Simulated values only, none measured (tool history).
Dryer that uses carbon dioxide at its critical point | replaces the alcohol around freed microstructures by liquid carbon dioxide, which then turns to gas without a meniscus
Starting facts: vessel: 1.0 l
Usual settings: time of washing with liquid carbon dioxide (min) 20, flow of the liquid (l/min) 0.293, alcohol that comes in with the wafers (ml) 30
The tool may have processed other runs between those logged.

| run | hour | time of washing with liquid carbon dioxide (min) | flow of the liquid (l/min) | alcohol that comes in with the wafers (ml) | alcohol left in the vessel before it's heated (ppm by volume) |
|---|---|---|---|---|---|
| 1 | 0.0 | 20 | 0.293 | 30 | 365 |
| 2 | 12.7 | 20 | 0.293 | 30 | 360 |
| 3 | 27.2 | 20 | 0.293 | 30 | 372 |
| 4 | 38.8 | 20 | 0.293 | 35 | 440 |
| 5 | 66.2 | 20 | 0.293 | 30 | 369 |
| 6 | 91.9 | 20 | 0.293 | 30 | 386 |
| 7 | 107.4 | 20 | 0.293 | 29 | 378 |
| 8 | 128.6 | 20 | 0.293 | 29 | 384 |
| 9 | 145.4 | 20 | 0.293 | 29 | 376 |
| 10 | 162.0 | 20 | 0.293 | 29 | 400 |
| 11 | 182.1 | 20 | 0.293 | 29 | 392 |
| 12 | 204.0 | 20 | 0.293 | 30 | 399 |
| 13 | 222.3 | 20 | 0.293 | 92 | 1217 |
| 14 | 239.4 | 20 | 0.293 | 92 | 1255 |
| 15 | 253.0 | 20 | 0.293 | 92 | 1169 |
| 16 | 265.7 | 20 | 0.293 | 92 | 1223 |
| 17 | 291.8 | 20 | 0.293 | 92 | 1249 |
| 18 | 313.1 | 20 | 0.293 | 30 | 417 |
| 19 | 325.7 | 20 | 0.293 | 30 | 422 |
| 20 | 340.2 | 20 | 0.293 | 30 | 426 |
| 21 | 356.3 | 20 | 0.293 | 30 | 427 |
| 22 | 377.3 | 20 | 0.293 | 27 | 386 |
| 23 | 395.9 | 20 | 0.293 | 27 | 406 |
| 24 | 417.7 | 20 | 0.293 | 120 | 1744 |
| 25 | 444.5 | 20 | 0.430 | 81 | 198 |
| 26 | 463.2 | 20 | 0.430 | 81 | 207 |
| 27 | 488.2 | 20 | 0.430 | 81 | 211 |
| 28 | 507.7 | 20 | 0.430 | 81 | 221 |
| 29 | 535.3 | 20 | 0.388 | 30 | 147 |
| 30 | 549.9 | 20 | 0.189 | 30 | 1984 |
| 31 | 570.7 | 18 | 0.410 | 36 | 229 |
| 32 | 594.7 | 18 | 0.410 | 36 | 234 |
|  | 605.8 | inlet filter changed |
| 33 | 616.7 | 16 | 0.220 | 36 | 2379 |
| 34 | 631.4 | 13 | 0.220 | 36 | 4122 |
| 35 | 650.4 | 17 | 0.344 | 76 | 966 |
| 36 | 668.7 | 17 | 0.274 | 52 | 1539 |
| 37 | 696.6 | 17 | 0.213 | 84 | 5258 |
| 38 | 716.2 | 17 | 0.213 | 84 | 5302 |
| 39 | 735.7 | 23 | 0.270 | 51 | 496 |
| 40 | 763.3 | 12 | 0.270 | 31 | 2779 |
| 41 | 775.2 | 12 | 0.270 | 31 | 2740 |
| 42 | 794.8 | 12 | 0.270 | 31 | 2754 |
| 43 | 814.7 | 16 | 0.445 | 57 | 331 |
| 44 | 826.4 | 16 | 0.445 | 57 | 341 |
| 45 | 853.1 | 19 | 0.437 | 57 | 162 |
| 46 | 871.0 | 29 | 0.293 | 30 | 73 |

Here are 4 independent what-if runs from the current tool condition. What would each one return?
| A | 896.6 | 18 | 0.293 | 30 | ? |
| B | 896.6 | 22 | 0.196 | 33 | ? |
| C | 896.6 | 29 | 0.328 | 30 | ? |
| D | 896.6 | 23 | 0.293 | 26 | ? |

| run | alcohol left in the vessel before it's heated (ppm by volume) |
|---|---|
| A | 642 |
| B | 1350 |
| C | 56 |
| D | 216 |
Stripped of hidden state, with their random variation kept, the same runs would have yielded:
| run | alcohol left in the vessel before it's heated (ppm by volume) |
|---|---|
| A | 536 |
| B | 1175 |
| C | 31 |
| D | 166 |
